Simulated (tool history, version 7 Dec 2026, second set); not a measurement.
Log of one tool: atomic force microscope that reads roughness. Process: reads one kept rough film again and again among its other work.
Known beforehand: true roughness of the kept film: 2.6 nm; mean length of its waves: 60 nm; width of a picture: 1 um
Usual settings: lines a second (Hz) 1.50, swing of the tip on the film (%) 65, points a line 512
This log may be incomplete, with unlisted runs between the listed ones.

run   hour  lines a second (Hz)  swing of the tip on the film (%)  points a line  roughness of the kept film (nm (root mean square))
  1    0.0                 1.50                                65            512                                               2.491
  2   32.8                 1.50                                65            512                                               2.499
  3   51.2                 1.50                                65            512                                               2.492
  4   68.6                 1.50                                65            512                                               2.490
  5   88.5                 1.50                                65            512                                               2.511
     114.7  -- new tip fitted
  6  114.7                 1.50                                65            512                                               2.506
  7  139.2                 1.50                                65            512                                               2.492
  8  172.7                 2.41                                65            512                                               2.459
  9  188.6                 1.50                                85            512                                               2.398
 10  204.7                 1.50                                85            512                                               2.389
 11  230.3                 1.50                                85            512                                               2.398
 12  248.5                 1.50                                85            512                                               2.401
 13  276.9                 1.50                                65            657                                               2.488
 14  295.5                 1.50                                65            822                                               2.512
     305.3  -- new tip fitted
 15  327.2                 1.50                                65            512                                               2.512
 16  344.2                 1.50                                65            512                                               2.495
 17  360.7                 1.50                                65            512                                               2.500
 18  388.1                 1.50                                65            512                                               2.514
 19  407.4                 1.50                                65            512                                               2.505
 20  434.6                 1.96                                65            512                                               2.482
 21  459.8                 1.96                                65            512                                               2.488
 22  482.2                 0.72                                81            386                                               2.508
     498.0  -- new tip fitted
 23  503.4                 0.72                                81            386                                               2.487
 24  538.7                 0.72                                81            386                                               2.473
 25  566.0                 0.72                                81            386                                               2.498
 26  585.0                 1.74                                79            915                                               2.421
 27  619.9                 1.74                                79            915                                               2.421
 28  642.5                 1.74                                79            915                                               2.420
 29  670.7                 1.74                                79            915                                               2.408
     688.3  -- new tip fitted
 30  705.1                 1.50                                63            512                                               2.510
 31  732.0                 0.51                                65            289                                               2.515
 32  747.3                 1.50                                78            323                                               2.447
 33  779.3                 0.71                                78            947                                               2.495
 34  805.4                 0.71                                78            947                                               2.518
 35  824.3                 0.92                                66            705                                               2.524
 36  849.9                 0.92                                66            705                                               2.526
     879.1  -- new tip fitted
 37  882.9                 0.92                                66            705                                               2.528
 38  916.2                 0.62                                66            705                                               2.539
 39  943.6                 0.62                                66            705                                               2.519
 40  978.2                 1.50                                64            918                                               2.505

Alternative continuations, all from the tool just after run 40; predict every row:
  A  993.1                 1.01                                63            346                                                   ?
  B  993.1                 1.82                                73            486                                                   ?
  C  993.1                 0.99                                64            918                                                   ?
  D  993.1                 2.85                                65            512                                                   ?

run  roughness of the kept film (nm (root mean square))
  A                                               2.517
  B                                               2.454
  C                                               2.524
  D                                               2.443
Stripped of hidden state, with their random variation kept, the same runs would have yielded:
run  roughness of the kept film (nm (root mean square))
  A                                               2.521
  B                                               2.457
  C                                               2.527
  D                                               2.446

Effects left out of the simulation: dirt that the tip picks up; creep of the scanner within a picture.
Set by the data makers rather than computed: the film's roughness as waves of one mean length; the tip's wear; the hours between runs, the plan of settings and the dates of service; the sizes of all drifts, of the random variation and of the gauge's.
